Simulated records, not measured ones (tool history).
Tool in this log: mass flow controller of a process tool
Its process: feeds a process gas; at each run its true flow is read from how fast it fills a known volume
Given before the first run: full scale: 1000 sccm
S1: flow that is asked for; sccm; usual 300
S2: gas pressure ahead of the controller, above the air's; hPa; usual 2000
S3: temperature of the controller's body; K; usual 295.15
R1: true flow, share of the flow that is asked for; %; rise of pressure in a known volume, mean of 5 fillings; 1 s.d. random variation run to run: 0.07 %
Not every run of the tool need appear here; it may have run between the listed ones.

run	day	S1	S2	S3	R1
1	0.000	300	2000	295.15	98.80
2	6.471	300	2000	295.15	98.46
3	11.642	300	2000	295.15	98.39
4	16.508	300	2000	295.15	98.41
5	19.975	127	2000	295.15	97.99
6	23.100	127	2000	295.15	97.89
7	29.779	300	2000	295.15	98.03
8	35.925	300	2000	295.15	98.00
9	40.921	300	1870	295.15	97.86
10	45.792	300	2780	299.15	97.87
11	49.300	300	2780	299.15	97.68
12	54.579	178	1650	306.15	97.99
13	58.250	473	2000	295.15	97.86
14	63.688	198	1640	294.15	97.32
15	66.650	198	1640	294.15	97.24
16	69.800	138	2340	299.15	96.99
17	72.975	138	2340	299.15	97.05

Forecast each of these 4 alternatives for the next run:
A	77.617	138	2340	310.15	?
B	77.617	924	2020	308.15	?
C	77.617	338	2340	299.15	?
D	77.617	300	1640	296.15	?

run	R1
A	97.39
B	98.72
C	97.32
D	97.24
Without the tool's hidden state the same runs would have given:
run	R1
A	98.97
B	100.28
C	98.88
D	98.79
